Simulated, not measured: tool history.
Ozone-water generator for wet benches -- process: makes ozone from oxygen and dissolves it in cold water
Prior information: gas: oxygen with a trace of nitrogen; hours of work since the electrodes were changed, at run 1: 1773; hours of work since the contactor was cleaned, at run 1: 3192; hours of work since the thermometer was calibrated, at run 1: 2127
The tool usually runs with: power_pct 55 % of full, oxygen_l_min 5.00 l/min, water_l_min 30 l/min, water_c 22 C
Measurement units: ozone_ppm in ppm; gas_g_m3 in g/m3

run	day	power_pct	oxygen_l_min	water_l_min	water_c	hours of work since the electrodes were changed	hours of work since the contactor was cleaned	hours of work since the thermometer was calibrated	ozone_ppm	gas_g_m3
1	0.000	55	5.00	30	22	1773	3192	2127	13.2	152.6
2	4.767	55	5.00	30	22	1860	3279	2214	13.2	154.4
3	7.008	55	5.00	30	20	1901	3320	2255	13.5	152.9
4	10.529	55	5.00	30	20	1965	3384	2320	13.4	152.1
5	12.854	55	5.00	30	22	2007	3426	2362	13.2	151.9
6	17.425	55	5.00	30	22	2091	3510	2446	13.4	154.3
7	21.146	55	5.00	30	22	2159	3578	2514	13.3	151.8
8	25.283	55	5.00	24	22	2234	3653	2589	15.9	152.6
# day 26.075: water thermometer calibrated
9	28.862	55	5.00	36	22	2299	3718	51	11.4	152.5
10	31.379	62	5.00	30	22	2345	3764	97	14.6	167.0
11	35.062	62	5.00	30	22	2412	3831	164	14.5	165.1
12	38.967	64	5.00	30	22	2484	3903	235	14.8	170.3
13	43.146	55	8.63	30	20	2560	3979	312	14.3	114.3
14	46.188	56	8.63	25	20	2616	4034	367	16.2	116.2
15	48.238	56	8.63	25	20	2653	4072	405	16.3	116.0
16	51.071	56	8.63	25	20	2705	4124	456	16.2	115.5
# day 51.596: gauge calibrated
17	55.733	76	4.93	30	22	2790	4209	541	17.0	199.0
# day 56.433: contactor cleaned
18	59.512	76	4.93	30	22	2856	56	607	17.0	197.3
19	61.833	44	5.67	22	22	2898	99	650	14.1	121.9
20	66.179	49	7.90	19	20	2978	178	729	17.5	110.8
21	68.908	96	7.90	19	20	3027	228	779	29.1	186.0
22	71.804	96	7.90	19	20	3080	281	832	29.5	183.7
23	75.633	96	7.90	19	20	3150	351	902	29.2	185.3

For each run, the measured value with the value that run would have given without the tool's hidden condition subtracted. The run-to-run variation is shared by both, the gauge scatter possibly not:
Unlogged tool condition in this case: yield of the discharge, % of new electrodes'; contactor's efficiency, % of a clean one's; true water temperature over the reading, C; drift of the gauge itself on ozone_ppm, %; drift of the gauge itself on gas_g_m3, %.
run	gas_g_m3
1	-0.1
2	-0.5
3	-0.7
4	-1.0
5	-1.2
6	-1.7
7	-2.0
8	-2.4
9	-2.7
10	-3.2
11	-3.6
12	-4.0
13	-3.0
14	-3.3
15	-3.4
16	-3.6
17	-0.6
18	-1.1
19	-0.8
20	-1.0
21	-2.1
22	-2.4
23	-2.8
ozone_ppm: within 0.1 ppm of the measured result in every run.
